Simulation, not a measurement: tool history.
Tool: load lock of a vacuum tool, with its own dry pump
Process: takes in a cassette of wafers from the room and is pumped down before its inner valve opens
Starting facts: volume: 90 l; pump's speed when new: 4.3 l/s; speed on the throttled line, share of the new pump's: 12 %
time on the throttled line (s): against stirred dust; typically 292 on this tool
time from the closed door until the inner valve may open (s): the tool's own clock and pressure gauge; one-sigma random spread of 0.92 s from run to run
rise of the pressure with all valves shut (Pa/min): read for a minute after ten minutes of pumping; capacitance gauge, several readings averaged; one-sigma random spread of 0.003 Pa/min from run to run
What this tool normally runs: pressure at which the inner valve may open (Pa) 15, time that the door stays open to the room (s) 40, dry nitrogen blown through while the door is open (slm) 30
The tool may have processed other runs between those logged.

run,hour,time on the throttled line (s),pressure at which the inner valve may open (Pa),time that the door stays open to the room (s),dry nitrogen blown through while the door is open (slm),"incoming humidity of the room's air, %",time from the closed door until the inner valve may open (s),rise of the pressure with all valves shut (Pa/min)
1,0,292,15,40,30,42.2,458.2,0.05
2,220.9,292,15,40,30,43.3,459.4,0.041
3,366,292,15,77,30,44.3,459.6,0.059
4,531.4,292,15,77,30,44.4,458.1,0.058
5,751.3,292,15,77,30,48.3,458.8,0.061
6,954.2,292,15,77,30,45.7,461.3,0.063
7,1051.1,292,15,40,30,44.1,460.3,0.044
8,1218.8,292,12,40,30,41.4,466.9,0.042
9,1444.2,292,12,40,30,38.6,468.7,0.041
10,1631.2,511,15,40,7,45.7,653.9,0.061
11,1757.7,511,15,40,36,44.5,654,0.046
12,1939.2,511,15,40,36,42.8,651,0.044
13,2040.1,195,15,40,23,43.9,378.9,0.048

Alternative continuations, all from the tool just after run 13; predict every row:
A,2249.1,292,15,56,39,44.3,?,?
B,2249.1,258,15,40,12,42.9,?,?
C,2249.1,292,10,61,8,45.4,?,?
D,2249.1,195,15,157,7,41.7,?,?

run,time from the closed door until the inner valve may open (s),rise of the pressure with all valves shut (Pa/min)
A,461.2,0.055
B,430.6,0.057
C,470.5,0.073
D,376.9,0.118
Take away the tool's hidden state, keep each run's random variation, and the runs would have read:
run,time from the closed door until the inner valve may open (s),rise of the pressure with all valves shut (Pa/min)
A,443.7,0.028
B,412.7,0.029
C,452,0.046
D,358.1,0.091

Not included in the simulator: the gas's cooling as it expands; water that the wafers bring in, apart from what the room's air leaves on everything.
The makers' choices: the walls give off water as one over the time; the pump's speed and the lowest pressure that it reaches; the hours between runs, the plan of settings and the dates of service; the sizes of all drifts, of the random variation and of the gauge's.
